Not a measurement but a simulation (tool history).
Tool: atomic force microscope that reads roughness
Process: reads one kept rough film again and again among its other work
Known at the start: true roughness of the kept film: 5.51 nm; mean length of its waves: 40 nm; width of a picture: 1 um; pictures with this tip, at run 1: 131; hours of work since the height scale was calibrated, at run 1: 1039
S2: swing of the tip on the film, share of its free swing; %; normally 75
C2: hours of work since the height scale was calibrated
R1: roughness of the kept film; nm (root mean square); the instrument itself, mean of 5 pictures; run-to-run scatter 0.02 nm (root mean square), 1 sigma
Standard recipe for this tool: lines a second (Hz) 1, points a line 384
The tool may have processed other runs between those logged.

Run 1, hour 0: usual settings; pictures with this tip 131; C2 1039. Result: R1 4.384 nm (root mean square).
Run 2, hour 41.7: usual settings; pictures with this tip 183; C2 1065. Result: R1 4.238 nm (root mean square).
At hour 65.6: new tip fitted.
Run 3, hour 92.3: usual settings; pictures with this tip 33; C2 1096. Result: R1 4.573 nm (root mean square).
Run 4, hour 139.7: usual settings; pictures with this tip 91; C2 1125. Result: R1 4.41 nm (root mean square).
Run 5, hour 185.1: usual settings but points a line 480; pictures with this tip 147; C2 1153. Result: R1 4.264 nm (root mean square).
At hour 194.2: height scale calibrated on a step standard.
Run 6, hour 218.9: usual settings but points a line 480; pictures with this tip 188; C2 15. Result: R1 4.075 nm (root mean square).
At hour 236.4: new tip fitted.
Run 7, hour 248.5: usual settings but points a line 480; pictures with this tip 15; C2 33. Result: R1 4.579 nm (root mean square).
Run 8, hour 284.7: usual settings but points a line 480; pictures with this tip 60; C2 55. Result: R1 4.427 nm (root mean square).
Run 9, hour 327.6: usual settings but points a line 480; pictures with this tip 113; C2 82. Result: R1 4.244 nm (root mean square).
Run 10, hour 360.2: usual settings; pictures with this tip 153; C2 102. Result: R1 4.108 nm (root mean square).
At hour 379.2: height scale calibrated on a step standard, once more.
Run 11, hour 383.5: usual settings but lines a second (Hz) 2.01; pictures with this tip 180; C2 3. Result: R1 4.129 nm (root mean square).

Expected results for the next run?
At hour 409.2: new tip fitted.
Run 12, hour 424.6: usual settings but lines a second (Hz) 2.01; pictures with this tip 19; C2 28. Result: R1 ?.

R1: 4.642 nm (root mean square)
Were there no unlogged condition in the tool, this run, its random variation unchanged, would have produced R1 4.718 nm (root mean square).
